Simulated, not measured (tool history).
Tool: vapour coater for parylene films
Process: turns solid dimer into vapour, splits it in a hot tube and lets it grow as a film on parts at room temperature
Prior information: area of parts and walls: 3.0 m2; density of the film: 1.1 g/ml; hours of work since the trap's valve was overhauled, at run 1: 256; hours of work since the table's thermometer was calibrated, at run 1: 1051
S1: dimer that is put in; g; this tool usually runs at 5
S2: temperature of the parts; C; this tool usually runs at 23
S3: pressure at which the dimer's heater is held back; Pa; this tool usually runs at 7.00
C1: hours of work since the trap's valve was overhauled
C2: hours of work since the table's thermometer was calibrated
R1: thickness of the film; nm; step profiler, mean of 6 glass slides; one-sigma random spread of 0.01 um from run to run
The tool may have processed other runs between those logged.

run	hour	S1	S2	S3	C1	C2	R1
1	0.0	5	23	7.00	256	1051	910
2	20.8	5	23	7.00	274	1069	940
3	34.6	5	23	7.00	287	1081	910
4	55.8	5	23	7.00	305	1100	900
# hour 65.6: trap's valve overhauled
5	81.7	5	23	7.00	14	1120	1020
6	106.1	5	23	7.00	36	1142	1010
7	135.7	5	23	7.00	63	1168	1020
8	161.6	5	23	7.00	86	1191	990
9	182.6	5	19	7.00	104	1210	1160
10	205.1	5	23	7.00	125	1230	970
11	233.0	5	23	7.00	149	1255	950
12	256.2	5	23	7.00	170	1276	960
13	273.9	5	23	7.00	186	1291	970
14	287.5	5	25	7.00	198	1304	850
15	316.0	4	23	2.93	223	1329	910
16	346.2	4	23	2.93	250	1356	910
17	370.2	5	26	10.81	272	1377	710
# hour 374.1: table's thermometer calibrated
18	385.5	6	26	2.80	285	10	1160
19	410.5	6	26	2.80	307	32	1140
# hour 418.8: trap's valve overhauled
20	445.4	6	26	2.80	24	60	1290
21	477.4	2	18	3.71	52	89	560
22	502.8	5	25	9.24	75	111	830
23	521.7	3	25	9.24	92	128	480
24	541.8	6	27	2.65	110	146	1200
# hour 563.1: table's thermometer calibrated, once more
25	563.1	6	27	2.65	128	0	1290
26	589.7	2	19	5.95	152	24	510
27	605.8	5	23	5.98	166	38	1030

Below are 5 alternative next runs, each starting from the tool's condition after run 27. Predict each:
A	630.6	5	23	10.34	188	60	?
B	630.6	5	23	2.19	188	60	?
C	630.6	4	19	9.79	188	60	?
D	630.6	4	29	9.22	188	60	?
E	630.6	6	18	7.00	188	60	?

run	R1
A	890
B	1290
C	870
D	570
E	1450
Had the tool no hidden state, the same runs would have come out as:
run	R1
A	980
B	1420
C	950
D	620
E	1600
